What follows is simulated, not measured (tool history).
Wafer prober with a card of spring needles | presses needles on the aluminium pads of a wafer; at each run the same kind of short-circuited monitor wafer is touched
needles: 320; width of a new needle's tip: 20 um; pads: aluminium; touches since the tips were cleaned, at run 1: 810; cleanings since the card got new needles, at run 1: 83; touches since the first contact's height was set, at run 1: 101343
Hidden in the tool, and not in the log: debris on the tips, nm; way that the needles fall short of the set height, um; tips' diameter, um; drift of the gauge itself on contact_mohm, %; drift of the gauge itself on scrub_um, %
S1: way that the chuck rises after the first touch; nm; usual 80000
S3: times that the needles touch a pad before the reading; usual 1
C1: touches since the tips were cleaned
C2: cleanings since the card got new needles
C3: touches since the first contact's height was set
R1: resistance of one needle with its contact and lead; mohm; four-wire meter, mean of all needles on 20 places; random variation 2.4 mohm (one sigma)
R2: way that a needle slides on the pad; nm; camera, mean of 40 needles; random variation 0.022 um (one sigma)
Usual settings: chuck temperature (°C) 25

{"run": 1, "hour": 0.0, "S1": 80000, "chuck temperature (°C)": 25, "S3": 1, "C1": 810, "C2": 83, "C3": 101343, "R1": 269, "R2": 13590}
{"hour": 7.1, "done": "tips cleaned on abrasive film"}
{"hour": 19.1, "done": "tips cleaned on abrasive film"}
{"run": 2, "hour": 21.7, "S1": 80000, "chuck temperature (°C)": 25, "S3": 1, "C1": 903, "C2": 85, "C3": 108617, "R1": 272, "R2": 13550}
{"hour": 28.9, "done": "tips cleaned on abrasive film"}
{"hour": 38.5, "done": "tips cleaned on abrasive film"}
{"hour": 50.3, "done": "tips cleaned on abrasive film"}
{"hour": 62.1, "done": "tips cleaned on abrasive film"}
{"hour": 73.9, "done": "tips cleaned on abrasive film"}
{"run": 3, "hour": 73.9, "S1": 80000, "chuck temperature (°C)": 25, "S3": 1, "C1": 0, "C2": 90, "C3": 126062, "R1": 272, "R2": 13540}
{"hour": 83.4, "done": "tips cleaned on abrasive film"}
{"hour": 95.3, "done": "tips cleaned on abrasive film"}
{"hour": 107.2, "done": "tips cleaned on abrasive film"}
{"hour": 117.4, "done": "tips cleaned on abrasive film"}
{"run": 4, "hour": 117.4, "S1": 65000, "chuck temperature (°C)": 25, "S3": 1, "C1": 0, "C2": 94, "C3": 140622, "R1": 274, "R2": 11050}
{"hour": 129.3, "done": "tips cleaned on abrasive film"}
{"hour": 141.2, "done": "tips cleaned on abrasive film"}
{"hour": 153.1, "done": "tips cleaned on abrasive film"}
{"hour": 162.6, "done": "tips cleaned on abrasive film"}
{"run": 5, "hour": 165.4, "S1": 65000, "chuck temperature (°C)": 25, "S3": 1, "C1": 949, "C2": 98, "C3": 156730, "R1": 273, "R2": 11030}
{"hour": 174.5, "done": "tips cleaned on abrasive film"}
{"hour": 186.4, "done": "tips cleaned on abrasive film"}
{"hour": 196.0, "done": "tips cleaned on abrasive film"}
{"hour": 207.9, "done": "tips cleaned on abrasive film"}
{"run": 6, "hour": 211.0, "S1": 65000, "chuck temperature (°C)": 25, "S3": 1, "C1": 1036, "C2": 102, "C3": 171973, "R1": 274, "R2": 11040}
{"hour": 218.2, "done": "tips cleaned on abrasive film"}
{"hour": 227.7, "done": "tips cleaned on abrasive film"}
{"hour": 239.6, "done": "tips cleaned on abrasive film"}
{"hour": 251.5, "done": "tips cleaned on abrasive film"}
{"run": 7, "hour": 253.1, "S1": 65000, "chuck temperature (°C)": 25, "S3": 1, "C1": 548, "C2": 106, "C3": 186080, "R1": 275, "R2": 11000}
{"hour": 262.7, "done": "tips cleaned on abrasive film"}
{"hour": 274.4, "done": "tips cleaned on abrasive film"}
{"hour": 284.0, "done": "tips cleaned on abrasive film"}
{"hour": 295.6, "done": "tips cleaned on abrasive film"}
{"run": 8, "hour": 301.9, "S1": 65000, "chuck temperature (°C)": 25, "S3": 1, "C1": 2111, "C2": 110, "C3": 202418, "R1": 275, "R2": 10980}
{"hour": 306.7, "done": "tips cleaned on abrasive film"}
{"hour": 318.5, "done": "tips cleaned on abrasive film"}
{"hour": 318.8, "done": "height of the first contact set anew"}
{"hour": 330.7, "done": "tips cleaned on abrasive film"}
{"run": 9, "hour": 338.8, "S1": 65000, "chuck temperature (°C)": 25, "S3": 1, "C1": 2754, "C2": 113, "C3": 6743, "R1": 275, "R2": 11000}
{"hour": 341.3, "done": "tips cleaned on abrasive film"}
{"hour": 352.9, "done": "tips cleaned on abrasive film"}
{"hour": 364.8, "done": "tips cleaned on abrasive film"}
{"run": 10, "hour": 366.4, "S1": 65000, "chuck temperature (°C)": 25, "S3": 1, "C1": 539, "C2": 116, "C3": 15973, "R1": 274, "R2": 11050}
{"hour": 375.8, "done": "tips cleaned on abrasive film"}
{"hour": 387.7, "done": "tips cleaned on abrasive film"}
{"hour": 397.3, "done": "tips cleaned on abrasive film"}
{"hour": 409.2, "done": "tips cleaned on abrasive film"}
{"run": 11, "hour": 416.6, "S1": 65000, "chuck temperature (°C)": 25, "S3": 1, "C1": 2507, "C2": 120, "C3": 32785, "R1": 274, "R2": 11030}
{"hour": 418.9, "done": "tips cleaned on abrasive film"}
{"hour": 430.7, "done": "tips cleaned on abrasive film"}
{"hour": 442.6, "done": "tips cleaned on abrasive film"}
{"run": 12, "hour": 447.4, "S1": 65000, "chuck temperature (°C)": 25, "S3": 1, "C1": 1621, "C2": 123, "C3": 43080, "R1": 277, "R2": 11020}
{"hour": 452.2, "done": "tips cleaned on abrasive film"}
{"hour": 464.1, "done": "tips cleaned on abrasive film"}
{"hour": 476.0, "done": "tips cleaned on abrasive film"}
{"run": 13, "hour": 485.0, "S1": 65000, "chuck temperature (°C)": 25, "S3": 1, "C1": 3027, "C2": 126, "C3": 55679, "R1": 277, "R2": 11010}
{"hour": 487.4, "done": "tips cleaned on abrasive film"}
{"hour": 499.3, "done": "tips cleaned on abrasive film"}
{"hour": 511.2, "done": "tips cleaned on abrasive film"}
{"hour": 520.8, "done": "tips cleaned on abrasive film"}
{"run": 14, "hour": 523.1, "S1": 70000, "chuck temperature (°C)": 106, "S3": 3, "C1": 787, "C2": 130, "C3": 68421, "R1": 298, "R2": 11890}
{"hour": 532.4, "done": "tips cleaned on abrasive film"}
{"hour": 541.9, "done": "tips cleaned on abrasive film"}
{"hour": 553.8, "done": "tips cleaned on abrasive film"}
{"hour": 563.3, "done": "tips cleaned on abrasive film"}
{"hour": 574.9, "done": "tips cleaned on abrasive film"}
{"run": 15, "hour": 574.9, "S1": 89000, "chuck temperature (°C)": 106, "S3": 3, "C1": 0, "C2": 135, "C3": 85759, "R1": 292, "R2": 15120}
{"hour": 586.8, "done": "tips cleaned on abrasive film"}
{"hour": 596.4, "done": "tips cleaned on abrasive film"}
{"hour": 608.1, "done": "tips cleaned on abrasive film"}
{"run": 16, "hour": 612.8, "S1": 89000, "chuck temperature (°C)": 106, "S3": 3, "C1": 1606, "C2": 138, "C3": 98472, "R1": 294, "R2": 15170}
{"hour": 617.6, "done": "tips cleaned on abrasive film"}
{"hour": 629.5, "done": "tips cleaned on abrasive film"}
{"hour": 641.3, "done": "tips cleaned on abrasive film"}
{"run": 17, "hour": 650.0, "S1": 80000, "chuck temperature (°C)": 54, "S3": 1, "C1": 2957, "C2": 141, "C3": 110930, "R1": 280, "R2": 13580}
{"hour": 652.5, "done": "tips cleaned on abrasive film"}
{"hour": 662.0, "done": "tips cleaned on abrasive film"}
{"hour": 673.9, "done": "tips cleaned on abrasive film"}
{"run": 18, "hour": 678.7, "S1": 80000, "chuck temperature (°C)": 54, "S3": 1, "C1": 1608, "C2": 144, "C3": 120517, "R1": 278, "R2": 13590}
{"hour": 685.7, "done": "tips cleaned on abrasive film"}
{"hour": 697.4, "done": "tips cleaned on abrasive film"}
{"hour": 709.0, "done": "tips cleaned on abrasive film"}
{"hour": 719.2, "done": "tips cleaned on abrasive film"}
{"run": 19, "hour": 719.2, "S1": 100000, "chuck temperature (°C)": 94, "S3": 1, "C1": 0, "C2": 148, "C3": 134076, "R1": 289, "R2": 16940}
{"hour": 728.8, "done": "tips cleaned on abrasive film"}
{"hour": 740.7, "done": "tips cleaned on abrasive film"}
{"hour": 752.6, "done": "tips cleaned on abrasive film"}
{"run": 20, "hour": 752.6, "S1": 76000, "chuck temperature (°C)": 94, "S3": 2, "C1": 0, "C2": 151, "C3": 145233, "R1": 289, "R2": 12880}
{"hour": 764.5, "done": "tips cleaned on abrasive film"}
{"hour": 774.0, "done": "tips cleaned on abrasive film"}
{"hour": 783.6, "done": "tips cleaned on abrasive film"}
{"hour": 795.5, "done": "tips cleaned on abrasive film"}
{"run": 21, "hour": 801.5, "S1": 68000, "chuck temperature (°C)": 32, "S3": 1, "C1": 2045, "C2": 155, "C3": 161640, "R1": 277, "R2": 11530}
{"hour": 806.3, "done": "tips cleaned on abrasive film"}
{"hour": 817.8, "done": "tips cleaned on abrasive film"}
{"hour": 829.6, "done": "tips cleaned on abrasive film"}
{"hour": 839.2, "done": "tips cleaned on abrasive film"}
{"run": 22, "hour": 848.2, "S1": 61000, "chuck temperature (°C)": 100, "S3": 2, "C1": 3062, "C2": 159, "C3": 177280, "R1": 300, "R2": 10330}
{"hour": 850.7, "done": "tips cleaned on abrasive film"}
{"hour": 862.6, "done": "tips cleaned on abrasive film"}
{"hour": 872.1, "done": "tips cleaned on abrasive film"}
{"hour": 884.0, "done": "tips cleaned on abrasive film"}
{"run": 23, "hour": 891.3, "S1": 80000, "chuck temperature (°C)": 57, "S3": 1, "C1": 2491, "C2": 163, "C3": 191711, "R1": 281, "R2": 13590}
{"hour": 893.8, "done": "tips cleaned on abrasive film"}
{"hour": 905.5, "done": "tips cleaned on abrasive film"}
{"hour": 917.2, "done": "tips cleaned on abrasive film"}
{"hour": 926.8, "done": "tips cleaned on abrasive film"}
{"run": 24, "hour": 926.8, "S1": 80000, "chuck temperature (°C)": 57, "S3": 1, "C1": 12, "C2": 167, "C3": 203556, "R1": 283, "R2": 13560}
{"hour": 938.6, "done": "tips cleaned on abrasive film"}
{"hour": 938.9, "done": "height of the first contact set anew"}
{"hour": 950.8, "done": "tips cleaned on abrasive film"}
{"hour": 962.6, "done": "tips cleaned on abrasive film"}
{"run": 25, "hour": 963.3, "S1": 80000, "chuck temperature (°C)": 25, "S3": 1, "C1": 216, "C2": 170, "C3": 8155, "R1": 271, "R2": 13590}
{"hour": 972.8, "done": "tips cleaned on abrasive film"}
{"hour": 984.7, "done": "tips cleaned on abrasive film"}
{"hour": 996.6, "done": "tips cleaned on abrasive film"}
{"run": 26, "hour": 997.2, "S1": 65000, "chuck temperature (°C)": 25, "S3": 3, "C1": 215, "C2": 173, "C3": 19527, "R1": 277, "R2": 10990}

4 ways to go on from here, each from the tool as it stands after run 26. What would each give?
{"hour": 1006.8, "done": "tips cleaned on abrasive film"}
{"hour": 1016.3, "done": "tips cleaned on abrasive film"}
{"hour": 1028.2, "done": "tips cleaned on abrasive film"}
{"run": "A", "hour": 1032.5, "S1": 61000, "chuck temperature (°C)": 30, "S3": 2, "C1": 1445, "C2": 176, "C3": 31343, "R1": "?", "R2": "?"}
{"hour": 1006.8, "done": "tips cleaned on abrasive film"}
{"hour": 1016.3, "done": "tips cleaned on abrasive film"}
{"hour": 1028.2, "done": "tips cleaned on abrasive film"}
{"run": "B", "hour": 1032.5, "S1": 78000, "chuck temperature (°C)": 76, "S3": 3, "C1": 1445, "C2": 176, "C3": 31343, "R1": "?", "R2": "?"}
{"hour": 1006.8, "done": "tips cleaned on abrasive film"}
{"hour": 1016.3, "done": "tips cleaned on abrasive film"}
{"hour": 1028.2, "done": "tips cleaned on abrasive film"}
{"run": "C", "hour": 1032.5, "S1": 80000, "chuck temperature (°C)": 74, "S3": 2, "C1": 1445, "C2": 176, "C3": 31343, "R1": "?", "R2": "?"}
{"hour": 1006.8, "done": "tips cleaned on abrasive film"}
{"hour": 1016.3, "done": "tips cleaned on abrasive film"}
{"hour": 1028.2, "done": "tips cleaned on abrasive film"}
{"run": "D", "hour": 1032.5, "S1": 65000, "chuck temperature (°C)": 86, "S3": 2, "C1": 1445, "C2": 176, "C3": 31343, "R1": "?", "R2": "?"}

run=A R1=273 R2=10350
run=B R1=284 R2=13240
run=C R1=288 R2=13590
run=D R1=296 R2=11070
Without the tool's hidden state the same runs would have given:
run=A R1=273 R2=10350
run=B R1=284 R2=13240
run=C R1=288 R2=13590
run=D R1=296 R2=11070
